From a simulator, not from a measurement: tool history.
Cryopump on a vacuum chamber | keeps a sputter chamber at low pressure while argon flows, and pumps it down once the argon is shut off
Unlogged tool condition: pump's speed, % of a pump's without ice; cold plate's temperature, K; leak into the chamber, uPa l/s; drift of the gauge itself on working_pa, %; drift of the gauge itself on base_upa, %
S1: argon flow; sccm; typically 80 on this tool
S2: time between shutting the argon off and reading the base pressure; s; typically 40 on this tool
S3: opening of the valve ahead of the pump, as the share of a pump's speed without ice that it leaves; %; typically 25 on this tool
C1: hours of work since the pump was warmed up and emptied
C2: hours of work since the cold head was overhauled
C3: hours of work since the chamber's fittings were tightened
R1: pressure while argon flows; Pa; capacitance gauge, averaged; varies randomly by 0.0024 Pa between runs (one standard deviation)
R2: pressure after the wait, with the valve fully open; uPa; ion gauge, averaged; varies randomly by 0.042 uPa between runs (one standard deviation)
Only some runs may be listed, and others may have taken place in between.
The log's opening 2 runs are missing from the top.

{"run": 3, "day": 0.892, "S1": 80, "S2": 40, "S3": 35, "C1": 279, "C2": 279, "C3": 167, "R1": 0.4348, "R2": 2.96}
{"run": 4, "day": 1.3, "S1": 80, "S2": 40, "S3": 35, "C1": 287, "C2": 287, "C3": 174, "R1": 0.4375, "R2": 2.88}
{"run": 5, "day": 2.121, "S1": 80, "S2": 40, "S3": 25, "C1": 301, "C2": 301, "C3": 189, "R1": 0.6059, "R2": 2.98}
{"run": 6, "day": 2.654, "S1": 80, "S2": 40, "S3": 28, "C1": 311, "C2": 311, "C3": 198, "R1": 0.5413, "R2": 3.07}
{"run": 7, "day": 3.188, "S1": 80, "S2": 40, "S3": 28, "C1": 320, "C2": 320, "C3": 208, "R1": 0.5413, "R2": 3.06}
{"run": 8, "day": 3.662, "S1": 92, "S2": 40, "S3": 25, "C1": 329, "C2": 329, "C3": 216, "R1": 0.7018, "R2": 3.18}
{"run": 9, "day": 4.083, "S1": 92, "S2": 40, "S3": 25, "C1": 336, "C2": 336, "C3": 224, "R1": 0.7008, "R2": 3.12}
{"run": 10, "day": 4.908, "S1": 92, "S2": 40, "S3": 25, "C1": 351, "C2": 351, "C3": 239, "R1": 0.7036, "R2": 3}
{"run": 11, "day": 5.462, "S1": 92, "S2": 40, "S3": 25, "C1": 361, "C2": 361, "C3": 248, "R1": 0.6962, "R2": 3.2}
{"run": 12, "day": 5.808, "S1": 80, "S2": 40, "S3": 54, "C1": 367, "C2": 367, "C3": 255, "R1": 0.2963, "R2": 3.17}
{"run": 13, "day": 6.588, "S1": 80, "S2": 40, "S3": 54, "C1": 381, "C2": 381, "C3": 269, "R1": 0.3005, "R2": 3.28}
{"run": 14, "day": 7.288, "S1": 82, "S2": 40, "S3": 25, "C1": 394, "C2": 394, "C3": 281, "R1": 0.6289, "R2": 3.25}
{"run": 15, "day": 7.9, "S1": 82, "S2": 40, "S3": 25, "C1": 405, "C2": 405, "C3": 292, "R1": 0.6267, "R2": 3.27}
{"run": 16, "day": 8.379, "S1": 82, "S2": 40, "S3": 25, "C1": 413, "C2": 413, "C3": 301, "R1": 0.6306, "R2": 3.26}
{"run": 17, "day": 9.117, "S1": 82, "S2": 40, "S3": 25, "C1": 427, "C2": 427, "C3": 314, "R1": 0.6333, "R2": 3.43}
{"run": 18, "day": 9.712, "S1": 80, "S2": 188, "S3": 25, "C1": 437, "C2": 437, "C3": 325, "R1": 0.6201, "R2": 1.74}
{"run": 19, "day": 10.062, "S1": 80, "S2": 113, "S3": 35, "C1": 444, "C2": 444, "C3": 331, "R1": 0.4508, "R2": 2.08}
{"run": 20, "day": 10.754, "S1": 80, "S2": 113, "S3": 35, "C1": 456, "C2": 456, "C3": 343, "R1": 0.4488, "R2": 2.16}
{"run": 21, "day": 11.538, "S1": 48, "S2": 182, "S3": 43, "C1": 470, "C2": 470, "C3": 357, "R1": 0.2238, "R2": 1.82}

Predict the results of run 22:
{"run": 22, "day": 12.4, "S1": 48, "S2": 22, "S3": 46, "C1": 486, "C2": 486, "C3": 373, "R1": "?", "R2": "?"}

R1: 0.2143 Pa
R2: 5.31 uPa
Were there no unlogged condition in the tool, this run, its random variation unchanged, would have produced R1 0.1918 Pa, R2 4.2 uPa.

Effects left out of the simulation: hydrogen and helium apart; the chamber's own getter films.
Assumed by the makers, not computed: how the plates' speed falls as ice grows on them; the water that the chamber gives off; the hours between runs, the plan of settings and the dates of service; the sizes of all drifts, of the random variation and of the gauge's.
